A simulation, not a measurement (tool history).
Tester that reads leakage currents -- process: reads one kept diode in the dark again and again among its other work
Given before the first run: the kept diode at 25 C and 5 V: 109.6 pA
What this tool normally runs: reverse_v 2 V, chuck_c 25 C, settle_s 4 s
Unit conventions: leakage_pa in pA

run 1 hour=0 | reverse_v=2 chuck_c=25 settle_s=4 | leakage_pa=69.45
run 2 hour=21.6 | reverse_v=2 chuck_c=25 settle_s=1.31 | leakage_pa=69.68
run 3 hour=59 | reverse_v=2 chuck_c=25 settle_s=1.31 | leakage_pa=69.69
run 4 hour=95 | reverse_v=2 chuck_c=25 settle_s=1.31 | leakage_pa=69.59
run 5 hour=128.9 | reverse_v=2 chuck_c=25 settle_s=4 | leakage_pa=69.97
run 6 hour=166.4 | reverse_v=2 chuck_c=25 settle_s=2.83 | leakage_pa=69.74
run 7 hour=184.6 | reverse_v=1.29 chuck_c=25 settle_s=4 | leakage_pa=54.46
run 8 hour=208.7 | reverse_v=1.29 chuck_c=25 settle_s=4 | leakage_pa=54.23
run 9 hour=225.8 | reverse_v=10.7 chuck_c=21 settle_s=7.82 | leakage_pa=129.29
run 10 hour=243.1 | reverse_v=10.7 chuck_c=38 settle_s=9.87 | leakage_pa=510.41
run 11 hour=265.3 | reverse_v=1.65 chuck_c=45 settle_s=3.4 | leakage_pa=296.48
run 12 hour=282.4 | reverse_v=19.11 chuck_c=31 settle_s=2.93 | leakage_pa=410.48
run 13 hour=318.4 | reverse_v=2 chuck_c=29 settle_s=4 | leakage_pa=97.8
-- hour=335.2 chuck's temperature calibrated
run 14 hour=339.3 | reverse_v=3.85 chuck_c=29 settle_s=4 | leakage_pa=131.86

Alternative continuations, all from the tool just after run 14; predict every row:
run A hour=356.5 | reverse_v=3.85 chuck_c=46 settle_s=4 | leakage_pa=?
run B hour=356.5 | reverse_v=14.03 chuck_c=37 settle_s=4 | leakage_pa=?
run C hour=356.5 | reverse_v=1.17 chuck_c=31 settle_s=4 | leakage_pa=?
run D hour=356.5 | reverse_v=1.72 chuck_c=25 settle_s=0.58 | leakage_pa=?

run=A leakage_pa=484.34
run=B leakage_pa=515.67
run=C leakage_pa=78.27
run=D leakage_pa=60.25
With the hidden condition removed and each run's random variation left untouched, the same runs would have given:
run=A leakage_pa=487.82
run=B leakage_pa=518.49
run=C leakage_pa=78.81
run=D leakage_pa=60.58

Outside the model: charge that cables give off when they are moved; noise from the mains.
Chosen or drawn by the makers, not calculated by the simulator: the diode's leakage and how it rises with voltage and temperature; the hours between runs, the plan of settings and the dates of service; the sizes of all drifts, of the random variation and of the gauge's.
